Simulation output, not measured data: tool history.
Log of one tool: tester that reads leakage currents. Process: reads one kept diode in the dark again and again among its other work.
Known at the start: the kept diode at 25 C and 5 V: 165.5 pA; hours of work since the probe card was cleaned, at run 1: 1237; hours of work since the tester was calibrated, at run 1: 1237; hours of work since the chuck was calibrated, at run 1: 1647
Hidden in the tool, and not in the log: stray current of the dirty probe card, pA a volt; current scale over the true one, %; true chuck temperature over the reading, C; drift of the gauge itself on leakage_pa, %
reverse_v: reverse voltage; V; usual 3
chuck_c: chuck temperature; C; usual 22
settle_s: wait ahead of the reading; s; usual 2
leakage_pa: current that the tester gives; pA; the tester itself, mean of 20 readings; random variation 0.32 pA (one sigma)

run,hour,reverse_v,chuck_c,settle_s,hours of work since the probe card was cleaned,hours of work since the tester was calibrated,hours of work since the chuck was calibrated,leakage_pa
1,0,3,22,2,1237,1237,1647,104.55
2,61.6,3,22,6.14,1266,1266,1676,104.8
3,115,3,22,6.14,1290,1290,1701,103.93
4,187,3,22,6.14,1324,1324,1734,104.48
5,254.3,3,22,6.14,1355,1355,1765,104.36
# hour 281.4: probe card cleaned and baked
6,310,3,24,6.14,13,1379,1790,126.72
7,341.9,3,22,0.8,28,1394,1804,105.55
8,381.3,3,22,2,46,1412,1823,104.48
# hour 433.1: chuck's temperature calibrated
9,452.9,3,22,2,79,1445,9,105.12
10,495.7,3,22,2,98,1464,29,104.8
11,566.4,3,52,2,131,1497,62,1561.5
12,600.8,3,52,1.27,147,1513,78,1556.65
13,663,7.3,52,1.27,176,1542,107,2084.7
14,717.1,3,22,2,201,1567,132,105.12
15,754.3,3,22,2,218,1584,149,104.72
16,815.2,3,22,2,246,1612,177,104.84
17,882.3,8.52,56,1.2,277,1644,208,3041.08
18,954,17.77,56,1.2,311,1677,241,3868.34
19,994.2,3.4,32,1.2,329,1695,260,284.31
20,1050.2,7.01,32,6.17,355,1721,286,361.24
21,1081.6,3,25,6.42,370,1736,300,140.13
22,1134.9,1.01,30,1.22,394,1761,325,157.49
23,1198.4,18.81,22,9.25,424,1790,355,191.53
24,1248,18.81,22,9.25,447,1813,378,191.62
25,1308,3,22,0.63,475,1841,405,105.59
26,1356.8,4.73,31,1.41,497,1863,428,290.25
27,1418.7,2.8,25,9.05,526,1892,457,137.79
28,1488.6,15.21,52,9.05,558,1924,489,2654.95
29,1540.9,15.21,55,1.24,583,1949,513,3384.4
30,1572.1,3,39,2,597,1963,528,515.9

Hidden state at the last listed run before each entry between runs and at the first one after, where it differs:
Between runs 5 and 6: probe card cleaned and baked (hour 281.4)
  stray current of the dirty probe card, pA a volt: 0.051 -> 0.02
  measured less the result without the state, leakage_pa: -0.09 -> -0.22 pA
Between runs 8 and 9: chuck's temperature calibrated (hour 433.1)
  stray current of the dirty probe card, pA a volt: 0.021 -> 0.022; true chuck temperature over the reading, C: -0.02 -> 0
  measured less the result without the state, leakage_pa: -0.19 -> -0.01 pA

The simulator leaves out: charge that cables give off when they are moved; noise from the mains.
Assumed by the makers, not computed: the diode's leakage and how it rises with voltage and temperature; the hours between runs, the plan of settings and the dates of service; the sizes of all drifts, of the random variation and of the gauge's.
